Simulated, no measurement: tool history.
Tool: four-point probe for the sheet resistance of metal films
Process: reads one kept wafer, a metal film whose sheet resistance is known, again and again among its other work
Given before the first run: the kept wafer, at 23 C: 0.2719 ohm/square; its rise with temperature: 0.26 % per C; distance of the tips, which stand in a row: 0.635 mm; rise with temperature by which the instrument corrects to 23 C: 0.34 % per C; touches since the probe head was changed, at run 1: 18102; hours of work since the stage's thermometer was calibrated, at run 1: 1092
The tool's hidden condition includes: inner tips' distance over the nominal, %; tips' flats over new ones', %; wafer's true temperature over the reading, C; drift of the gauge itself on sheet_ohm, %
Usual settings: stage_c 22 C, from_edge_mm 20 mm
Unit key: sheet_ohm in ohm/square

| run | day | stage_c | from_edge_mm | touches since the probe head was changed | hours of work since the stage's thermometer was calibrated | sheet_ohm |
|---|---|---|---|---|---|---|
| 1 | 0.000 | 22 | 20 | 18102 | 1092 | 0.273117 |
| 2 | 1.225 | 22 | 19 | 19798 | 1113 | 0.273247 |
| 3 | 2.021 | 22 | 20 | 20896 | 1127 | 0.273231 |
| 4 | 3.592 | 22 | 20 | 23071 | 1154 | 0.273280 |
|  | 3.704 | stage's thermometer calibrated |
| 5 | 4.992 | 22 | 20 | 24984 | 22 | 0.273441 |
| 6 | 6.112 | 22 | 20 | 26534 | 42 | 0.273540 |
| 7 | 6.854 | 22 | 20 | 27558 | 54 | 0.273565 |
| 8 | 7.508 | 22 | 20 | 28465 | 66 | 0.273583 |
| 9 | 8.488 | 21 | 66 | 29820 | 83 | 0.273690 |
| 10 | 9.796 | 21 | 66 | 31632 | 105 | 0.273897 |
|  | 10.642 | stage's thermometer calibrated, once more |
| 11 | 11.300 | 24 | 69 | 33684 | 11 | 0.273133 |
| 12 | 12.192 | 33 | 7 | 34918 | 27 | 0.272480 |
| 13 | 12.983 | 20 | 13 | 36017 | 41 | 0.274446 |
| 14 | 13.888 | 23 | 46 | 37268 | 56 | 0.273566 |

Selected run-to-run steps in sheet_ohm, each split into two signed amounts: the part the tool would show with no hidden state at all (from settings, incoming material and random variation), and the remainder, which goes to the hidden state together with any gauge scatter not common to the measured and the hidden-state-free results:
Run 4 -> 5: stage's thermometer calibrated. sheet_ohm +0.000161 ohm/square: hidden state +0.000115, all else +0.000046.
Run 12 -> 13: stage_c 33 -> 20, from_edge_mm 7 -> 13. sheet_ohm +0.001966 ohm/square: hidden state +0.000061, all else +0.001905.

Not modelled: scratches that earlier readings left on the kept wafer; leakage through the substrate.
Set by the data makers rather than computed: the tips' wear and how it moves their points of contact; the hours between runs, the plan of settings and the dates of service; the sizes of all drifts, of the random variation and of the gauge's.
